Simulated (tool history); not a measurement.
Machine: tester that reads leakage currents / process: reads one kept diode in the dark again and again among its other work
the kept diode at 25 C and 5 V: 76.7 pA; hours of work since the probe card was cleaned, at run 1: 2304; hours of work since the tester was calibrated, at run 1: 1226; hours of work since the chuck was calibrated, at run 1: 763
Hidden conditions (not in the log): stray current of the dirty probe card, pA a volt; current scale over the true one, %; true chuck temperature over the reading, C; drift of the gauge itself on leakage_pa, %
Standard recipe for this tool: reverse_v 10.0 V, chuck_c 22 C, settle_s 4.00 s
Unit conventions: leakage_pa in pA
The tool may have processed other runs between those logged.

run,hour,reverse_v,chuck_c,settle_s,hours of work since the probe card was cleaned,hours of work since the tester was calibrated,hours of work since the chuck was calibrated,leakage_pa
1,0.0,10.0,22,4.00,2304,1226,763,115.54
2,136.8,10.0,53,4.00,2373,1295,832,1155.75
# hour 168.8: probe card cleaned and baked
# hour 170.8: chuck's temperature calibrated
3,253.5,10.0,53,4.00,42,1352,42,984.36
4,330.7,10.0,22,4.00,81,1391,81,77.96
5,401.4,10.0,22,4.00,117,1427,117,78.86
6,565.7,10.0,22,4.00,200,1510,200,81.61
7,673.0,13.2,25,1.39,255,1565,255,120.54
8,821.0,13.2,25,1.39,330,1640,330,125.21
9,923.0,15.6,20,0.52,382,1692,382,96.37
10,1031.5,10.0,30,0.72,437,1747,437,176.83
11,1157.3,10.0,30,0.72,500,1811,500,182.28
12,1257.1,2.5,22,4.00,551,1861,551,54.85

Branching from run 12: 3 alternative next runs. What would each branch give?
A,1336.9,2.5,35,1.02,592,1902,592,?
B,1336.9,3.0,40,2.98,592,1902,592,?
C,1336.9,1.3,28,2.64,592,1902,592,?

run,leakage_pa
A,169.16
B,270.07
C,74.97
Had the tool no hidden state, the same runs would have come out as:
run,leakage_pa
A,145.89
B,234.43
C,64.11

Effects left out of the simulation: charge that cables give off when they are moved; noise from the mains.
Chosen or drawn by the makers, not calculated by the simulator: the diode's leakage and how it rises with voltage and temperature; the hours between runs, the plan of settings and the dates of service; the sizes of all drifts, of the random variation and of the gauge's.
